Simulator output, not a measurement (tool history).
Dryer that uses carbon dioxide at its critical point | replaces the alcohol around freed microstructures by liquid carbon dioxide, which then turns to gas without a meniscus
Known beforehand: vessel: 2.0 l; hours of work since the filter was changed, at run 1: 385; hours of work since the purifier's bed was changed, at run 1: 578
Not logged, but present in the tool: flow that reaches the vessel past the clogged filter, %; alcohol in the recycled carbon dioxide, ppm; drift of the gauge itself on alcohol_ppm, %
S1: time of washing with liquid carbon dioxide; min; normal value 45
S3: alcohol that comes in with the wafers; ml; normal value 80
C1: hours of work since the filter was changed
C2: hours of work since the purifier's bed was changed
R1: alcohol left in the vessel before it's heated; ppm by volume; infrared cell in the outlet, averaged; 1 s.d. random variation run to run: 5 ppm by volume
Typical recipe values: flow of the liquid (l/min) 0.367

{"run": 1, "hour": 0.0, "S1": 45, "flow of the liquid (l/min)": 0.367, "S3": 80, "C1": 385, "C2": 578, "R1": 159}
{"run": 2, "hour": 21.1, "S1": 45, "flow of the liquid (l/min)": 0.367, "S3": 84, "C1": 394, "C2": 588, "R1": 168}
{"run": 3, "hour": 37.4, "S1": 45, "flow of the liquid (l/min)": 0.367, "S3": 84, "C1": 402, "C2": 596, "R1": 182}
{"run": 4, "hour": 75.6, "S1": 33, "flow of the liquid (l/min)": 0.367, "S3": 84, "C1": 419, "C2": 613, "R1": 495}
{"run": 5, "hour": 100.3, "S1": 33, "flow of the liquid (l/min)": 0.367, "S3": 84, "C1": 431, "C2": 624, "R1": 503}
{"run": 6, "hour": 125.8, "S1": 45, "flow of the liquid (l/min)": 0.367, "S3": 80, "C1": 442, "C2": 636, "R1": 185}
{"run": 7, "hour": 146.5, "S1": 45, "flow of the liquid (l/min)": 0.367, "S3": 80, "C1": 452, "C2": 646, "R1": 189}
{"hour": 165.7, "done": "inlet filter changed"}
{"run": 8, "hour": 172.7, "S1": 45, "flow of the liquid (l/min)": 0.367, "S3": 80, "C1": 3, "C2": 657, "R1": 132}
{"run": 9, "hour": 200.7, "S1": 45, "flow of the liquid (l/min)": 0.367, "S3": 80, "C1": 16, "C2": 670, "R1": 147}
{"run": 10, "hour": 238.1, "S1": 45, "flow of the liquid (l/min)": 0.367, "S3": 80, "C1": 33, "C2": 687, "R1": 154}
{"run": 11, "hour": 264.9, "S1": 45, "flow of the liquid (l/min)": 0.367, "S3": 80, "C1": 45, "C2": 699, "R1": 139}
{"run": 12, "hour": 296.4, "S1": 45, "flow of the liquid (l/min)": 0.367, "S3": 80, "C1": 60, "C2": 714, "R1": 155}
{"run": 13, "hour": 326.9, "S1": 45, "flow of the liquid (l/min)": 0.367, "S3": 80, "C1": 74, "C2": 728, "R1": 158}
{"run": 14, "hour": 344.9, "S1": 45, "flow of the liquid (l/min)": 0.367, "S3": 80, "C1": 82, "C2": 736, "R1": 157}
{"run": 15, "hour": 362.8, "S1": 45, "flow of the liquid (l/min)": 0.367, "S3": 80, "C1": 90, "C2": 744, "R1": 164}
{"run": 16, "hour": 380.1, "S1": 45, "flow of the liquid (l/min)": 0.367, "S3": 80, "C1": 98, "C2": 752, "R1": 164}
{"run": 17, "hour": 399.0, "S1": 45, "flow of the liquid (l/min)": 0.367, "S3": 80, "C1": 107, "C2": 761, "R1": 161}
{"run": 18, "hour": 420.9, "S1": 45, "flow of the liquid (l/min)": 0.367, "S3": 80, "C1": 117, "C2": 771, "R1": 159}
{"run": 19, "hour": 439.3, "S1": 45, "flow of the liquid (l/min)": 0.221, "S3": 80, "C1": 125, "C2": 779, "R1": 787}
{"run": 20, "hour": 478.3, "S1": 45, "flow of the liquid (l/min)": 0.221, "S3": 80, "C1": 143, "C2": 797, "R1": 790}
{"run": 21, "hour": 513.7, "S1": 45, "flow of the liquid (l/min)": 0.412, "S3": 80, "C1": 160, "C2": 814, "R1": 149}
{"run": 22, "hour": 530.3, "S1": 45, "flow of the liquid (l/min)": 0.412, "S3": 80, "C1": 167, "C2": 821, "R1": 161}
{"run": 23, "hour": 557.6, "S1": 45, "flow of the liquid (l/min)": 0.411, "S3": 21, "C1": 180, "C2": 834, "R1": 150}
{"run": 24, "hour": 581.4, "S1": 45, "flow of the liquid (l/min)": 0.411, "S3": 21, "C1": 191, "C2": 845, "R1": 157}
{"run": 25, "hour": 603.3, "S1": 45, "flow of the liquid (l/min)": 0.344, "S3": 82, "C1": 201, "C2": 855, "R1": 209}
{"run": 26, "hour": 637.3, "S1": 45, "flow of the liquid (l/min)": 0.344, "S3": 82, "C1": 216, "C2": 870, "R1": 212}
{"run": 27, "hour": 660.2, "S1": 45, "flow of the liquid (l/min)": 0.597, "S3": 81, "C1": 227, "C2": 881, "R1": 165}
{"run": 28, "hour": 678.3, "S1": 28, "flow of the liquid (l/min)": 0.367, "S3": 80, "C1": 235, "C2": 889, "R1": 689}
{"run": 29, "hour": 715.4, "S1": 67, "flow of the liquid (l/min)": 0.579, "S3": 65, "C1": 252, "C2": 906, "R1": 151}
{"run": 30, "hour": 734.9, "S1": 45, "flow of the liquid (l/min)": 0.291, "S3": 80, "C1": 261, "C2": 915, "R1": 357}
{"run": 31, "hour": 768.0, "S1": 45, "flow of the liquid (l/min)": 0.367, "S3": 69, "C1": 276, "C2": 930, "R1": 196}
{"run": 32, "hour": 801.1, "S1": 45, "flow of the liquid (l/min)": 0.367, "S3": 69, "C1": 291, "C2": 945, "R1": 201}
{"run": 33, "hour": 839.4, "S1": 45, "flow of the liquid (l/min)": 0.285, "S3": 80, "C1": 309, "C2": 963, "R1": 411}
{"run": 34, "hour": 863.4, "S1": 45, "flow of the liquid (l/min)": 0.285, "S3": 80, "C1": 320, "C2": 974, "R1": 412}
{"run": 35, "hour": 890.0, "S1": 45, "flow of the liquid (l/min)": 0.285, "S3": 80, "C1": 332, "C2": 986, "R1": 438}
{"run": 36, "hour": 923.3, "S1": 54, "flow of the liquid (l/min)": 0.593, "S3": 28, "C1": 347, "C2": 1001, "R1": 179}
{"run": 37, "hour": 945.5, "S1": 45, "flow of the liquid (l/min)": 0.367, "S3": 76, "C1": 358, "C2": 1012, "R1": 230}
{"run": 38, "hour": 983.7, "S1": 30, "flow of the liquid (l/min)": 0.571, "S3": 71, "C1": 375, "C2": 1029, "R1": 203}
{"run": 39, "hour": 1014.7, "S1": 38, "flow of the liquid (l/min)": 0.251, "S3": 80, "C1": 389, "C2": 1043, "R1": 1245}
{"run": 40, "hour": 1042.5, "S1": 53, "flow of the liquid (l/min)": 0.251, "S3": 120, "C1": 402, "C2": 1056, "R1": 557}
{"run": 41, "hour": 1060.8, "S1": 53, "flow of the liquid (l/min)": 0.251, "S3": 120, "C1": 410, "C2": 1064, "R1": 574}
{"run": 42, "hour": 1090.5, "S1": 53, "flow of the liquid (l/min)": 0.229, "S3": 120, "C1": 424, "C2": 1078, "R1": 812}
{"run": 43, "hour": 1128.3, "S1": 53, "flow of the liquid (l/min)": 0.243, "S3": 66, "C1": 441, "C2": 1095, "R1": 465}

Branching from run 43: 5 alternative next runs. What would each branch give?
{"run": "A", "hour": 1155.2, "S1": 38, "flow of the liquid (l/min)": 0.395, "S3": 45, "C1": 454, "C2": 1108, "R1": "?"}
{"run": "B", "hour": 1155.2, "S1": 53, "flow of the liquid (l/min)": 0.26, "S3": 21, "C1": 454, "C2": 1108, "R1": "?"}
{"run": "C", "hour": 1155.2, "S1": 45, "flow of the liquid (l/min)": 0.367, "S3": 35, "C1": 454, "C2": 1108, "R1": "?"}
{"run": "D", "hour": 1155.2, "S1": 31, "flow of the liquid (l/min)": 0.305, "S3": 38, "C1": 454, "C2": 1108, "R1": "?"}
{"run": "E", "hour": 1155.2, "S1": 66, "flow of the liquid (l/min)": 0.57, "S3": 30, "C1": 454, "C2": 1108, "R1": "?"}

run=A R1=267
run=B R1=261
run=C R1=225
run=D R1=710
run=E R1=196
Stripped of hidden state, with their random variation kept, the same runs would have yielded:
run=A R1=31
run=B R1=31
run=C R1=13
run=D R1=271
run=E R1=9
